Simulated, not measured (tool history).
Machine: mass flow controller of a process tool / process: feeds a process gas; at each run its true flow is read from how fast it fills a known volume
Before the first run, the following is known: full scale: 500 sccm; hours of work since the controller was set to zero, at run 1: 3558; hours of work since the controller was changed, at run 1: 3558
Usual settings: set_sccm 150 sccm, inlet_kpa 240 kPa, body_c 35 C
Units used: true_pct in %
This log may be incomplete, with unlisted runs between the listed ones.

run      day  set_sccm  inlet_kpa  body_c  hours of work since the controller was set to zero  hours of work since the controller was changed  true_pct
  1        0       150        240      35                                                3558                                            3558     96.36
  2    12.15       280        240      35                                                3725                                            3725     96.74
  3   23.558       280        240      35                                                3881                                            3881     96.63
  4   33.175       280        182      35                                                4012                                            4012     96.85
  5   48.162       280        182      35                                                4217                                            4217      96.7
  6   66.675       150        240      35                                                4471                                            4471     95.79
  7   84.821       150        240      35                                                4719                                            4719      95.7
  8  103.429       150        240      35                                                4974                                            4974     95.37
  9  111.583       150        240      35                                                5085                                            5085     95.28
 10  127.408       150        240      35                                                5302                                            5302     95.18
 11  135.721       150        240      35                                                5415                                            5415     94.99
 12  147.983       433        240      35                                                5583                                            5583     96.11
 13  161.688       433        240      35                                                5771                                            5771     95.94
 14  175.492       433        240      35                                                5959                                            5959     95.92
 15  194.117       433        240      35                                                6214                                            6214     95.69
 16  202.667       433        240      35                                                6331                                            6331      95.7
 17  220.021       433        240      35                                                6569                                            6569     95.59
 18  235.742       433        240      35                                                6784                                            6784     95.53
 19  248.442        50        240      35                                                6957                                            6957     91.44
     256.633  -- controller exchanged for a calibrated one
 20  267.383       150        240      35                                                 147                                             147     98.61
 21  278.638       150        240      33                                                 301                                             301     98.58
 22  288.658       150        211      33                                                 438                                             438     98.67
 23  298.296       150        173      35                                                 570                                             570      98.5
 24  307.362       150        173      35                                                 694                                             694     98.49
     309.083  -- controller's zero set anew
 25  326.429       188        173      35                                                 237                                             955     98.32
 26  335.546       188        173      35                                                 362                                            1079     98.22
 27  346.146       341        237      35                                                 507                                            1224     98.34
     352.796  -- controller's zero set anew, once more
 28  356.329       341        237      35                                                  48                                            1363     98.48
 29  373.742       238        277      39                                                 287                                            1602     97.83
 30  393.021       150        278      31                                                 550                                            1865     97.69
 31  411.012       150        278      31                                                 796                                            2111     97.54
 32  419.912       150        278      31                                                 918                                            2233     97.51
 33  428.262        77        240      20                                                1032                                            2348     97.72
 34  445.358       496        148      34                                                1266                                            2581     98.55
 35   464.75       168        242      35                                                1532                                            2847     97.11
 36  475.992       150        239      26                                                1685                                            3000     97.35
 37  489.158       486        239      26                                                1866                                            3181     98.09
 38  499.688       486        143      26                                                2010                                            3325      98.3
 39  511.067        87        178      28                                                2165                                            3480     96.95
 40  530.558       480        276      38                                                2432                                            3747     97.11
 41  542.629       293        240      22                                                2597                                            3912     97.33
 42  560.638       293        201      22                                                2843                                            4159      97.5
 43  568.838        58        201      25                                                2956                                            4271     95.72
 44  587.946       113        273      31                                                3217                                            4532     95.72
 45  605.008        54        277      35                                                3451                                            4766     94.33
 46  624.046       450        259      36                                                3711                                            5026     96.53
 47  640.675        58        256      28                                                3938                                            5254     94.36
 48  656.321        58        256      28                                                4153                                            5468     94.27
 49   673.65       467        214      34                                                4390                                            5705     96.26

Predict each of these 3 candidate next runs independently; none follows another, all start after run 49:
  A  687.842       196        240      27                                                4584                                            5899         ?
  B  687.842        51        240      21                                                4584                                            5899         ?
  C  687.842       429        167      35                                                4584                                            5899         ?

run  true_pct
  A     95.81
  B     93.89
  C     96.41
Take away the tool's hidden state, keep each run's random variation, and the runs would have read:
run  true_pct
  A     99.33
  B     99.24
  C     99.57
